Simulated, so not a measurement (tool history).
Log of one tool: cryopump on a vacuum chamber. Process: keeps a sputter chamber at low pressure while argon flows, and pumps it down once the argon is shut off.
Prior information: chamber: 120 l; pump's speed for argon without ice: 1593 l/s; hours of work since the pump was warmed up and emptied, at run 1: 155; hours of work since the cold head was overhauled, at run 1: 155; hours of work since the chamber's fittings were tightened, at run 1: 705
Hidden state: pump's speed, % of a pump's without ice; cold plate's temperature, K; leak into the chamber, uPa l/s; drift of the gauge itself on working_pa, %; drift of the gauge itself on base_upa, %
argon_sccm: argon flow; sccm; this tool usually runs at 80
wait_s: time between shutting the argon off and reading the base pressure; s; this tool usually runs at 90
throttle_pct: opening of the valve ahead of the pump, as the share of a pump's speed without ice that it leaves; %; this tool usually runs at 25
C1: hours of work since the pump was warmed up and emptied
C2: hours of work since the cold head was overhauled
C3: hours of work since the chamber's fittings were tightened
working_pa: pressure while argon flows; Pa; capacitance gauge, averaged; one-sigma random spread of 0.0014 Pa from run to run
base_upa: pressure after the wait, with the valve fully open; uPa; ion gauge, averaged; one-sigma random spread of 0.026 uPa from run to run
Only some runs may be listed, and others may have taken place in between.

run 1 hour=0 | argon_sccm=80 wait_s=90 throttle_pct=25 | C1=155 C2=155 C3=705 | working_pa=0.3394 base_upa=1.2
run 2 hour=31 | argon_sccm=80 wait_s=90 throttle_pct=25 | C1=175 C2=175 C3=724 | working_pa=0.3431 base_upa=1.2
run 3 hour=55.7 | argon_sccm=80 wait_s=90 throttle_pct=25 | C1=190 C2=190 C3=740 | working_pa=0.3415 base_upa=1.24
run 4 hour=93.3 | argon_sccm=80 wait_s=90 throttle_pct=25 | C1=214 C2=214 C3=763 | working_pa=0.3423 base_upa=1.22
run 5 hour=117.6 | argon_sccm=80 wait_s=90 throttle_pct=25 | C1=229 C2=229 C3=778 | working_pa=0.3428 base_upa=1.23
run 6 hour=146.1 | argon_sccm=80 wait_s=181 throttle_pct=25 | C1=247 C2=247 C3=796 | working_pa=0.3457 base_upa=0.78
run 7 hour=183.3 | argon_sccm=80 wait_s=25 throttle_pct=28 | C1=270 C2=270 C3=819 | working_pa=0.3083 base_upa=3.6
run 8 hour=206.5 | argon_sccm=80 wait_s=25 throttle_pct=28 | C1=284 C2=284 C3=834 | working_pa=0.3079 base_upa=3.58
run 9 hour=235 | argon_sccm=70 wait_s=90 throttle_pct=27 | C1=302 C2=302 C3=852 | working_pa=0.2795 base_upa=1.28
run 10 hour=275 | argon_sccm=70 wait_s=90 throttle_pct=27 | C1=327 C2=327 C3=877 | working_pa=0.2807 base_upa=1.23
run 11 hour=310.8 | argon_sccm=72 wait_s=258 throttle_pct=44 | C1=349 C2=349 C3=899 | working_pa=0.1769 base_upa=0.65
run 12 hour=344.3 | argon_sccm=90 wait_s=150 throttle_pct=43 | C1=370 C2=370 C3=920 | working_pa=0.2306 base_upa=0.87

Predict each of these 5 candidate next runs independently; none follows another, all start after run 12:
run A hour=363.2 | argon_sccm=61 wait_s=44 throttle_pct=28 | C1=382 C2=382 C3=932 | working_pa=? base_upa=?
run B hour=363.2 | argon_sccm=95 wait_s=90 throttle_pct=31 | C1=382 C2=382 C3=932 | working_pa=? base_upa=?
run C hour=363.2 | argon_sccm=107 wait_s=90 throttle_pct=25 | C1=382 C2=382 C3=932 | working_pa=? base_upa=?
run D hour=363.2 | argon_sccm=122 wait_s=150 throttle_pct=43 | C1=382 C2=382 C3=932 | working_pa=? base_upa=?
run E hour=363.2 | argon_sccm=79 wait_s=198 throttle_pct=22 | C1=382 C2=382 C3=932 | working_pa=? base_upa=?

run=A working_pa=0.2381 base_upa=2.21
run=B working_pa=0.334 base_upa=1.25
run=C working_pa=0.4589 base_upa=1.3
run=D working_pa=0.3118 base_upa=0.89
run=E working_pa=0.3859 base_upa=0.82
Take away the tool's hidden state, keep each run's random variation, and the runs would have read:
run=A working_pa=0.233 base_upa=2.04
run=B working_pa=0.3261 base_upa=1.08
run=C working_pa=0.4501 base_upa=1.13
run=D working_pa=0.3016 base_upa=0.72
run=E working_pa=0.3793 base_upa=0.64
